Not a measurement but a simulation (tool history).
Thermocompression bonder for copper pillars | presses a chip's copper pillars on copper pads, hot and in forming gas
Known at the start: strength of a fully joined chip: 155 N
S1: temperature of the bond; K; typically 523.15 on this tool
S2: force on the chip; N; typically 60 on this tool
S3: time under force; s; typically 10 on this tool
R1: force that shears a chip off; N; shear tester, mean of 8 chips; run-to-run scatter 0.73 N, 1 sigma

run 1 day=0.000 | S1=523.15 S2=60 S3=10 | R1=94.1
run 2 day=0.671 | S1=523.15 S2=60 S3=11 | R1=95.6
run 3 day=1.467 | S1=523.15 S2=60 S3=10 | R1=92.6
run 4 day=2.071 | S1=523.15 S2=60 S3=10 | R1=91.9
run 5 day=2.571 | S1=523.15 S2=60 S3=10 | R1=92.0
run 6 day=3.292 | S1=523.15 S2=60 S3=7 | R1=81.8
run 7 day=3.942 | S1=523.15 S2=84 S3=7 | R1=104.7
run 8 day=4.508 | S1=523.15 S2=84 S3=7 | R1=104.3
run 9 day=5.312 | S1=523.15 S2=84 S3=7 | R1=104.6
run 10 day=5.712 | S1=523.15 S2=78 S3=10 | R1=106.7
run 11 day=6.429 | S1=523.15 S2=62 S3=10 | R1=92.0
run 12 day=7.079 | S1=523.15 S2=62 S3=10 | R1=93.2
run 13 day=7.783 | S1=496.15 S2=61 S3=27 | R1=90.4
run 14 day=8.375 | S1=496.15 S2=61 S3=27 | R1=90.0
run 15 day=8.825 | S1=525.15 S2=60 S3=10 | R1=90.3
run 16 day=9.421 | S1=525.15 S2=60 S3=10 | R1=91.2
run 17 day=9.825 | S1=495.15 S2=39 S3=23 | R1=57.2
run 18 day=10.429 | S1=544.15 S2=61 S3=18 | R1=124.0
run 19 day=11.204 | S1=523.15 S2=74 S3=10 | R1=101.4
run 20 day=11.696 | S1=523.15 S2=66 S3=8 | R1=89.2
run 21 day=12.438 | S1=523.15 S2=66 S3=8 | R1=88.2
run 22 day=13.188 | S1=510.15 S2=60 S3=10 | R1=75.3
run 23 day=13.633 | S1=510.15 S2=60 S3=10 | R1=74.8

Branching from run 23: 4 alternative next runs. What would each branch give?
run A day=14.417 | S1=548.15 S2=41 S3=27 | R1=?
run B day=14.417 | S1=510.15 S2=60 S3=7 | R1=?
run C day=14.417 | S1=512.15 S2=60 S3=15 | R1=?
run D day=14.417 | S1=516.15 S2=42 S3=6 | R1=?

run=A R1=110.5
run=B R1=64.9
run=C R1=86.1
run=D R1=47.7
Had the tool no hidden state, the same runs would have come out as:
run=A R1=119.9
run=B R1=71.2
run=C R1=94.1
run=D R1=52.4

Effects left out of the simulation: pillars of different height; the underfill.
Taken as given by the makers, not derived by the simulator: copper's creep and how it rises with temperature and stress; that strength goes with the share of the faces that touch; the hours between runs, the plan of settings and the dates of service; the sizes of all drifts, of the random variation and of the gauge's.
